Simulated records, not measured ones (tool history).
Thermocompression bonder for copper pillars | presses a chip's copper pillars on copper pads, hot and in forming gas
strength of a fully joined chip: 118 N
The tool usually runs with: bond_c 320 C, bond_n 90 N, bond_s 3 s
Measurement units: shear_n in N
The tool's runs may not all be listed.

run,hour,bond_c,bond_n,bond_s,shear_n
1,0,320,90,3,85
2,31.7,320,90,3,84.5
3,78,320,90,3,84.2
4,116,320,90,3,83.8
5,154,320,90,3,84.4
6,197.8,320,90,3,84.6
7,241.1,341,90,3,98
8,297.7,320,90,3,83.5
9,322.2,320,90,3,84.1
10,376.9,320,90,3,83.3
11,410.2,320,90,3,84.2
12,459.6,320,90,3,84.1
13,504.7,349,90,3,103.3
# hour 519.2: forming gas filter changed
14,549.3,349,90,3,103.4
15,592,349,90,3,103.9
16,639.3,349,111,3,108.1
17,693.5,349,111,3,109
18,752,349,111,3,108.7
19,786,349,111,3,107.9
20,822.9,320,90,3,84.2
21,880,319,85,2,71.9
22,919,348,57,2,75.2
23,948.9,348,57,2,75.2
24,1006.4,320,70,4,78.5
25,1063.2,320,70,4,78
26,1088.5,291,117,2,63.6
27,1132.5,320,76,3,76.8
28,1181.1,345,104,3,106.6
# hour 1197.5: forming gas filter changed
29,1212.9,320,113,3,93.6
30,1241.6,316,113,2,83.2
31,1291.5,320,67,6,84.5
32,1349.1,308,122,2,81
33,1375.7,330,122,2,96.3
34,1402.9,320,63,2,58.8
35,1447,320,63,2,58.9

Run 36, settings as shown, results not yet in. Your forecast:
36,1488.8,320,63,2,?

Run 36 measured shear_n 59 N.
The same run, on a tool lacking any hidden state, would have yielded shear_n 59.1 N.
